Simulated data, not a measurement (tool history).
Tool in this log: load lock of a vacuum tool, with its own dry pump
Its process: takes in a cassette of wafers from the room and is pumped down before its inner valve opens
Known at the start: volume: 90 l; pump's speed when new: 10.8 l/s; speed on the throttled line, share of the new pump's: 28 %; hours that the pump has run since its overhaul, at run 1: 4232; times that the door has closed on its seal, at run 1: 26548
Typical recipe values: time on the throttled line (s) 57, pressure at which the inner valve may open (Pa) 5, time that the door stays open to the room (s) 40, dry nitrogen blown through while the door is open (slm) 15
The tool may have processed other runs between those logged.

| run | day | time on the throttled line (s) | pressure at which the inner valve may open (Pa) | time that the door stays open to the room (s) | dry nitrogen blown through while the door is open (slm) | hours that the pump has run since its overhaul | times that the door has closed on its seal | incoming humidity of the room's air, % | time from the closed door until the inner valve may open (s) | rise of the pressure with all valves shut (Pa/min) |
|---|---|---|---|---|---|---|---|---|---|---|
| 1 | 0 | 57 | 5 | 40 | 15 | 4232 | 26548 | 40.3 | 128.1 | 0.12 |
| 2 | 11.6 | 57 | 5 | 40 | 15 | 4511 | 27521 | 45.6 | 127.5 | 0.126 |
| 3 | 26.954 | 57 | 5 | 40 | 15 | 4879 | 28808 | 45.4 | 127.9 | 0.135 |
| 4 | 47.283 | 57 | 5 | 40 | 15 | 5367 | 30513 | 41.2 | 129.7 | 0.141 |
| 5 | 67.458 | 57 | 5 | 40 | 15 | 5851 | 32204 | 47.6 | 130 | 0.156 |
| 6 | 85.425 | 57 | 5 | 40 | 15 | 6283 | 33711 | 44.3 | 130 | 0.16 |
| 7 | 103.346 | 57 | 5 | 40 | 15 | 6713 | 35214 | 45.8 | 130.8 | 0.175 |
| 8 | 119.546 | 57 | 5 | 40 | 12 | 7101 | 36572 | 47.2 | 130.4 | 0.182 |
| 9 | 138.396 | 57 | 5 | 40 | 12 | 7554 | 38152 | 42.7 | 131.1 | 0.188 |
| 10 | 151.908 | 57 | 5 | 88 | 16 | 7878 | 39285 | 45.7 | 130.9 | 0.215 |
| 11 | 165.058 | 57 | 6 | 88 | 33 | 8194 | 40388 | 45.6 | 129.3 | 0.211 |

Predict each of these 5 candidate next runs independently; none follows another, all start after run 11:
| A | 175.546 | 57 | 8 | 185 | 5 | 8445 | 41267 | 44.3 | ? | ? |
| B | 175.546 | 57 | 6 | 88 | 4 | 8445 | 41267 | 44.9 | ? | ? |
| C | 175.546 | 38 | 6 | 28 | 5 | 8445 | 41267 | 48.1 | ? | ? |
| D | 175.546 | 46 | 5 | 29 | 32 | 8445 | 41267 | 45.3 | ? | ? |
| E | 175.546 | 105 | 6 | 40 | 15 | 8445 | 41267 | 43 | ? | ? |

| run | time from the closed door until the inner valve may open (s) | rise of the pressure with all valves shut (Pa/min) |
|---|---|---|
| A | 126.6 | 0.279 |
| B | 131.9 | 0.241 |
| C | 116.6 | 0.207 |
| D | 125.3 | 0.195 |
| E | 164.3 | 0.212 |
Had the tool no hidden state, the same runs would have come out as:
| run | time from the closed door until the inner valve may open (s) | rise of the pressure with all valves shut (Pa/min) |
|---|---|---|
| A | 120.2 | 0.097 |
| B | 125.1 | 0.063 |
| C | 109.3 | 0.031 |
| D | 118.1 | 0.018 |
| E | 158.9 | 0.034 |
